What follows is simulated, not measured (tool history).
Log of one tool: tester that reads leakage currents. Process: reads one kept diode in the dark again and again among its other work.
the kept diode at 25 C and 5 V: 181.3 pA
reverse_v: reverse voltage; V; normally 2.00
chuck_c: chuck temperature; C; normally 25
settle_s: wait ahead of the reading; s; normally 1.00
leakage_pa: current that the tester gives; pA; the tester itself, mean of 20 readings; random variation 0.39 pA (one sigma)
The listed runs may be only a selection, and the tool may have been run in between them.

run	hour	reverse_v	chuck_c	settle_s	leakage_pa
1	0.0	2.00	25	1.00	129.96
2	197.0	2.00	25	7.15	129.88
3	425.2	2.00	31	1.00	222.66
4	567.2	2.00	31	1.00	221.83
5	705.1	2.00	31	1.00	221.61
6	946.0	2.00	25	1.00	130.10
7	1176.7	2.00	25	1.00	129.93
8	1387.6	2.00	25	1.00	129.99
9	1556.0	2.00	25	1.00	129.71
10	1658.4	8.58	25	1.00	222.43
11	1861.5	8.58	25	1.00	221.42
12	2082.6	8.58	25	1.00	221.61
13	2281.7	12.96	33	4.69	521.47

Put back what was entered between runs (2 entries, withheld): which listed runs does each sit between, and how does the hidden state differ from the listed run before to the listed run after?
Run 5 -> run 6: chuck's temperature calibrated (hour 786.6)
  stray current of the dirty probe card, pA a volt: 0.028 -> 0.029
Run 11 -> run 12: chuck's temperature calibrated (hour 1899.4)
  stray current of the dirty probe card, pA a volt: 0.032 -> 0.033; true chuck temperature over the reading, C: -0.02 -> 0
